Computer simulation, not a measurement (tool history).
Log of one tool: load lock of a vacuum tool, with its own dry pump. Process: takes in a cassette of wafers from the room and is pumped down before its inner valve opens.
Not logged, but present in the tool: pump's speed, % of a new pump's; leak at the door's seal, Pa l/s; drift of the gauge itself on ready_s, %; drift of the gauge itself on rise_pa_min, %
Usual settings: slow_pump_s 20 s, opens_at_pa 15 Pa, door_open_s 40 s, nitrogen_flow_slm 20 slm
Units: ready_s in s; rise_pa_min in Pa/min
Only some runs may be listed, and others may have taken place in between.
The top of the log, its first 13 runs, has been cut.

run    hour  slow_pump_s  opens_at_pa  door_open_s  nitrogen_flow_slm  hours that the pump has run since its overhaul  times that the door has closed on its seal  incoming humidity of the room's air, %  ready_s  rise_pa_min
 14  2218.0           20           15           75                 20                                           10446                                       13019                                    48.3     51.3        0.114
 15  2433.2           35           15           40                 20                                           10661                                       13446                                    43.4     61.4        0.104
 16  2603.5           20           15           40                  9                                           10832                                       13784                                    47.1     52.0        0.119
 17  2820.6           20           15           40                  9                                           11049                                       14214                                    40.3     50.9        0.119
 18  2931.5           20           15           40                  9                                           11160                                       14434                                    42.7     51.8        0.119
 19  3057.8           11           28           87                 33                                           11286                                       14685                                    44.2     42.9        0.124
 20  3239.6           23           16           34                 33                                           11468                                       15045                                    44.6     54.2        0.109
 21  3380.1           23           16           34                 33                                           11608                                       15324                                    44.0     53.7        0.115
 22  3610.9           23           16           34                 33                                           11839                                       15782                                    44.5     53.8        0.118
 23  3839.0           23           12          129                 13                                           12067                                       16234                                    48.6     55.5        0.171
 24  4067.8           15           18          129                 13                                           12296                                       16688                                    44.0     48.0        0.177
 25  4226.6           27           18           58                 13                                           12455                                       17003                                    43.8     56.2        0.150
 26  4382.9           14           18          124                 20                                           12611                                       17313                                    49.4     46.9        0.170
 27  4488.0           21           18          107                 24                                           12716                                       17521                                    45.0     52.8        0.159
 28  4667.2           21           18          107                 24                                           12895                                       17876                                    45.6     52.3        0.164
 29  4788.2           20           15          173                 20                                           13016                                       18116                                    45.0     53.2        0.185
 30  5002.6           20           15           30                 20                                           13231                                       18541                                    44.4     53.3        0.152
 31  5128.2           11           11           82                 17                                           13356                                       18790                                    45.2     48.3        0.167
 32  5321.6           21           11          135                 45                                           13550                                       19174                                    44.8     55.9        0.176
 33  5437.7           34           25           34                 45                                           13666                                       19404                                    46.0     61.2        0.150
 34  5541.5           12           29           57                 45                                           13770                                       19610                                    42.4     44.6        0.161
 35  5772.3           20           26           40                 10                                           14000                                       20068                                    48.4     51.0        0.174
 36  5925.6           39           15           53                 10                                           14154                                       20372                                    42.6     67.1        0.184

Branching from run 36: 4 alternative next runs. What would each branch give?
  A  6052.8           20           15          164                 10                                           14281                                       20624                                    44.5        ?            ?
  B  6052.8           20           20           40                 20                                           14281                                       20624                                    45.4        ?            ?
  C  6052.8           12           15           53                 15                                           14281                                       20624                                    44.5        ?            ?
  D  6052.8           28           15           76                 40                                           14281                                       20624                                    46.8        ?            ?

run  ready_s  rise_pa_min
  A     53.8        0.227
  B     51.5        0.171
  C     48.4        0.180
  D     58.3        0.179
Without the tool's unlogged condition, the same runs would have read:
run  ready_s  rise_pa_min
  A     47.3        0.081
  B     45.3        0.024
  C     41.4        0.035
  D     52.4        0.032
